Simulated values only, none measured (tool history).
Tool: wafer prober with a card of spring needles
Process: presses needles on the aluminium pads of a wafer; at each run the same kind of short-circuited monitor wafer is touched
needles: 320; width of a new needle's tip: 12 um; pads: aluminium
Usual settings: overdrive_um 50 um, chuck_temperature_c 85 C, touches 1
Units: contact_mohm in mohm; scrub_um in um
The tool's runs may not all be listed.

| run | hour | overdrive_um | chuck_temperature_c | touches | contact_mohm | scrub_um |
|---|---|---|---|---|---|---|
| 1 | 0.0 | 50 | 85 | 1 | 249 | 6.86 |
|  | 11.1 | tips cleaned on abrasive film |
|  | 25.0 | tips cleaned on abrasive film |
|  | 36.1 | tips cleaned on abrasive film |
| 2 | 45.9 | 50 | 85 | 1 | 246 | 6.82 |
|  | 48.8 | tips cleaned on abrasive film |
|  | 62.6 | tips cleaned on abrasive film |
|  | 73.7 | tips cleaned on abrasive film |
|  | 87.6 | tips cleaned on abrasive film |
|  | 98.7 | tips cleaned on abrasive film |
|  | 112.5 | tips cleaned on abrasive film |
|  | 123.7 | tips cleaned on abrasive film |
| 3 | 124.4 | 47 | 85 | 1 | 243 | 6.44 |
|  | 135.5 | tips cleaned on abrasive film |
|  | 149.3 | tips cleaned on abrasive film |
|  | 163.2 | tips cleaned on abrasive film |
|  | 174.3 | tips cleaned on abrasive film |
|  | 188.2 | tips cleaned on abrasive film |
| 4 | 191.3 | 47 | 85 | 1 | 247 | 6.42 |
|  | 199.7 | tips cleaned on abrasive film |
|  | 210.8 | tips cleaned on abrasive film |
|  | 224.6 | tips cleaned on abrasive film |
|  | 235.7 | tips cleaned on abrasive film |
| 5 | 236.3 | 47 | 85 | 1 | 246 | 6.45 |
|  | 247.4 | tips cleaned on abrasive film |
|  | 258.5 | tips cleaned on abrasive film |
|  | 267.1 | height of the first contact set anew |
|  | 272.7 | tips cleaned on abrasive film |
|  | 286.5 | tips cleaned on abrasive film |
|  | 297.6 | tips cleaned on abrasive film |
| 6 | 302.7 | 47 | 85 | 1 | 244 | 6.45 |
|  | 311.1 | tips cleaned on abrasive film |
|  | 325.0 | tips cleaned on abrasive film |
|  | 338.8 | tips cleaned on abrasive film |
|  | 349.9 | tips cleaned on abrasive film |
|  | 363.8 | tips cleaned on abrasive film |
|  | 377.6 | tips cleaned on abrasive film |
|  | 388.7 | tips cleaned on abrasive film |
| 7 | 389.2 | 47 | 85 | 1 | 246 | 6.43 |
|  | 400.3 | tips cleaned on abrasive film |
|  | 411.4 | tips cleaned on abrasive film |
|  | 425.3 | tips cleaned on abrasive film |
|  | 439.1 | tips cleaned on abrasive film |
| 8 | 449.7 | 58 | 85 | 1 | 248 | 7.93 |
|  | 452.6 | tips cleaned on abrasive film |
|  | 466.4 | tips cleaned on abrasive film |
|  | 480.3 | tips cleaned on abrasive film |
|  | 494.1 | tips cleaned on abrasive film |
|  | 505.2 | tips cleaned on abrasive film |
|  | 519.1 | tips cleaned on abrasive film |
| 9 | 528.5 | 58 | 47 | 1 | 235 | 8.00 |
|  | 531.3 | tips cleaned on abrasive film |
|  | 542.4 | tips cleaned on abrasive film |
|  | 556.3 | tips cleaned on abrasive film |
|  | 567.4 | tips cleaned on abrasive film |
|  | 578.5 | tips cleaned on abrasive film |
|  | 592.4 | tips cleaned on abrasive film |
|  | 605.4 | tips cleaned on abrasive film |
| 10 | 605.4 | 50 | 85 | 2 | 246 | 6.84 |
|  | 616.6 | tips cleaned on abrasive film |
|  | 630.4 | tips cleaned on abrasive film |
|  | 644.3 | tips cleaned on abrasive film |
|  | 655.4 | tips cleaned on abrasive film |
| 11 | 665.2 | 50 | 85 | 2 | 240 | 6.84 |
|  | 668.0 | tips cleaned on abrasive film |
|  | 681.9 | tips cleaned on abrasive film |
|  | 695.7 | tips cleaned on abrasive film |
|  | 709.6 | tips cleaned on abrasive film |
|  | 720.7 | tips cleaned on abrasive film |
|  | 734.6 | tips cleaned on abrasive film |
| 12 | 744.1 | 50 | 85 | 2 | 242 | 6.85 |
|  | 746.9 | tips cleaned on abrasive film |
|  | 760.8 | tips cleaned on abrasive film |
|  | 774.6 | tips cleaned on abrasive film |
|  | 777.7 | height of the first contact set anew |
|  | 786.0 | tips cleaned on abrasive film |
|  | 799.9 | tips cleaned on abrasive film |
|  | 811.0 | tips cleaned on abrasive film |
|  | 822.1 | tips cleaned on abrasive film |
| 13 | 822.3 | 50 | 85 | 1 | 245 | 6.88 |

The same runs without the tool's hidden state, with the same run-to-run variation:
The hidden state here: debris on the tips, nm; way that the needles fall short of the set height, um; tips' diameter, um; drift of the gauge itself on contact_mohm, %; drift of the gauge itself on scrub_um, %.
| run | scrub_um |
|---|---|
| 1 | 6.86 |
| 2 | 6.82 |
| 3 | 6.44 |
| 4 | 6.41 |
| 5 | 6.44 |
| 6 | 6.43 |
| 7 | 6.41 |
| 8 | 7.90 |
| 9 | 7.97 |
| 10 | 6.81 |
| 11 | 6.81 |
| 12 | 6.82 |
| 13 | 6.84 |
contact_mohm: as measured in every run.
